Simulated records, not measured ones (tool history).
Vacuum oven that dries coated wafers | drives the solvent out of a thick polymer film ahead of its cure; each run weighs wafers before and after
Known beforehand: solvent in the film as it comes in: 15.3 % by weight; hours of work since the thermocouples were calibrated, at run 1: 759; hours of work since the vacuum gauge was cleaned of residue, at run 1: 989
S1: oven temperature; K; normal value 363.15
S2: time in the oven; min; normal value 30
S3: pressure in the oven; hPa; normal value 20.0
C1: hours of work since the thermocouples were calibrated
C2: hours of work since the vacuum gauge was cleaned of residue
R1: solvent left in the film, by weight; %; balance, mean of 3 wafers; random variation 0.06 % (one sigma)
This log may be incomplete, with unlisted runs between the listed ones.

run 1 hour=0.0 | S1=363.15 S2=30 S3=20.0 | C1=759 C2=989 | R1=4.04
-- hour=54.7 oven's thermocouples calibrated
run 2 hour=78.1 | S1=363.15 S2=30 S3=20.0 | C1=12 C2=1028 | R1=3.93
run 3 hour=138.5 | S1=363.15 S2=24 S3=20.0 | C1=43 C2=1059 | R1=4.81
run 4 hour=238.3 | S1=363.15 S2=30 S3=20.0 | C1=95 C2=1111 | R1=3.94
run 5 hour=337.3 | S1=363.15 S2=30 S3=20.0 | C1=146 C2=1162 | R1=4.09
run 6 hour=384.0 | S1=363.15 S2=30 S3=20.0 | C1=170 C2=1186 | R1=4.20
run 7 hour=484.5 | S1=363.15 S2=30 S3=20.0 | C1=222 C2=1238 | R1=4.08
run 8 hour=540.1 | S1=363.15 S2=52 S3=20.0 | C1=251 C2=1267 | R1=3.13
run 9 hour=633.1 | S1=363.15 S2=52 S3=20.0 | C1=299 C2=1315 | R1=3.10
run 10 hour=719.8 | S1=363.15 S2=52 S3=20.0 | C1=343 C2=1360 | R1=3.10
run 11 hour=809.4 | S1=363.15 S2=52 S3=61.3 | C1=390 C2=1406 | R1=7.49
run 12 hour=867.2 | S1=363.15 S2=52 S3=61.3 | C1=419 C2=1436 | R1=7.53
run 13 hour=966.6 | S1=363.15 S2=52 S3=61.3 | C1=471 C2=1487 | R1=7.42
run 14 hour=1017.5 | S1=363.15 S2=30 S3=20.0 | C1=497 C2=1513 | R1=4.36
run 15 hour=1082.4 | S1=360.15 S2=30 S3=20.0 | C1=531 C2=1547 | R1=5.09
run 16 hour=1133.5 | S1=363.15 S2=19 S3=20.0 | C1=557 C2=1573 | R1=5.80
run 17 hour=1206.2 | S1=363.15 S2=19 S3=20.0 | C1=595 C2=1611 | R1=5.85
run 18 hour=1272.2 | S1=363.15 S2=19 S3=20.0 | C1=629 C2=1645 | R1=5.95
run 19 hour=1326.9 | S1=370.15 S2=24 S3=16.2 | C1=657 C2=1673 | R1=3.26
run 20 hour=1383.5 | S1=365.15 S2=17 S3=15.9 | C1=686 C2=1702 | R1=5.62
run 21 hour=1472.0 | S1=358.15 S2=35 S3=20.0 | C1=732 C2=1748 | R1=5.10
run 22 hour=1533.0 | S1=368.15 S2=54 S3=20.0 | C1=763 C2=1779 | R1=2.55
-- hour=1574.0 oven's thermocouples calibrated
run 23 hour=1630.8 | S1=359.15 S2=26 S3=31.9 | C1=29 C2=1829 | R1=6.79
run 24 hour=1719.2 | S1=353.15 S2=47 S3=10.8 | C1=75 C2=1875 | R1=4.27
run 25 hour=1818.1 | S1=350.15 S2=18 S3=50.1 | C1=126 C2=1926 | R1=12.20
run 26 hour=1871.8 | S1=350.15 S2=18 S3=50.1 | C1=154 C2=1953 | R1=12.18
run 27 hour=1967.6 | S1=365.15 S2=21 S3=15.5 | C1=203 C2=2003 | R1=4.52
run 28 hour=2018.6 | S1=348.15 S2=25 S3=29.6 | C1=230 C2=2029 | R1=10.13
run 29 hour=2071.0 | S1=360.15 S2=46 S3=20.0 | C1=257 C2=2056 | R1=4.07
run 30 hour=2113.0 | S1=363.15 S2=16 S3=52.2 | C1=278 C2=2078 | R1=8.75
run 31 hour=2184.5 | S1=349.15 S2=15 S3=65.6 | C1=315 C2=2115 | R1=14.31
run 32 hour=2246.8 | S1=349.15 S2=15 S3=65.6 | C1=347 C2=2147 | R1=14.33
run 33 hour=2321.7 | S1=349.15 S2=15 S3=65.6 | C1=386 C2=2186 | R1=14.39
run 34 hour=2409.1 | S1=363.15 S2=26 S3=41.1 | C1=431 C2=2231 | R1=6.74
-- hour=2479.2 vacuum gauge cleaned of residue and calibrated
run 35 hour=2510.6 | S1=353.15 S2=16 S3=34.9 | C1=483 C2=16 | R1=9.49
run 36 hour=2562.3 | S1=365.15 S2=34 S3=14.9 | C1=510 C2=43 | R1=2.51

Describe how what the log doesn't record of the tool's condition differs between the last listed run preceding each entry between runs and the first listed run following it.
After run 1, before run 2: oven's thermocouples calibrated (hour 54.7)
  true wafer temperature over the reading, C: -0.46 -> -0.37; true pressure over the reading, kPa: 0.444 -> 0.462
  measured less the result without the state, R1: +0.50 -> +0.49 %
After run 22, before run 23: oven's thermocouples calibrated (hour 1574.0)
  true wafer temperature over the reading, C: -1.19 -> 0.08; true pressure over the reading, kPa: 0.774 -> 0.795
  measured less the result without the state, R1: +0.79 -> +0.76 %
After run 34, before run 35: vacuum gauge cleaned of residue and calibrated (hour 2479.2)
  true wafer temperature over the reading, C: -0.37 -> -0.43; true pressure over the reading, kPa: 0.962 -> -0.013
  measured less the result without the state, R1: +0.94 -> +0.09 %
